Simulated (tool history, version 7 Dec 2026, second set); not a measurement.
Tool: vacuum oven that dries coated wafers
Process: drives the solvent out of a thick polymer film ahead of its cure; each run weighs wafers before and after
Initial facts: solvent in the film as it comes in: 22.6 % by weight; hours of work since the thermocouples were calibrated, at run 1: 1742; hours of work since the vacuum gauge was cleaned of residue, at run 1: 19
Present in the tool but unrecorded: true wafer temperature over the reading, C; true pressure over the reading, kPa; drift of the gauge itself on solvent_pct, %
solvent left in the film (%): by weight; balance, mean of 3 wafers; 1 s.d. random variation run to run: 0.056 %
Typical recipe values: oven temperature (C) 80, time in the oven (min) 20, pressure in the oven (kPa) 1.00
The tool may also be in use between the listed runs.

run	hour	oven temperature (C)	time in the oven (min)	pressure in the oven (kPa)	hours of work since the thermocouples were calibrated	hours of work since the vacuum gauge was cleaned of residue	solvent left in the film (%)
1	0.0	80	20	1.00	1742	19	1.84
# hour 67.3: oven's thermocouples calibrated
2	129.8	80	20	1.00	45	112	2.64
3	254.3	70	20	1.00	136	202	6.26
4	373.7	70	20	1.00	222	289	6.25
5	435.1	80	20	1.00	267	334	2.46
6	529.4	80	26	1.00	335	402	1.48
7	604.2	67	20	1.00	389	456	7.25
8	725.9	67	20	1.10	478	544	7.19
9	781.0	67	20	1.10	518	584	7.32
10	862.0	87	15	0.56	576	643	1.89
11	957.2	87	15	0.56	645	712	1.66
12	1062.4	73	14	1.00	722	788	6.83
13	1115.3	73	14	1.00	760	827	6.74
14	1191.6	73	14	1.00	815	882	6.96
15	1293.6	84	23	0.91	889	956	0.93
16	1348.9	75	30	0.91	929	996	1.87

3 ways to go on from here, each from the tool as it stands after run 16. What would each give?
A	1478.0	88	18	2.98	1023	1090	?
B	1478.0	86	20	0.56	1023	1090	?
C	1478.0	89	22	0.62	1023	1090	?

run	solvent left in the film (%)
A	1.61
B	1.01
C	0.51
Without the tool's hidden state the same runs would have given:
run	solvent left in the film (%)
A	1.78
B	1.15
C	0.55
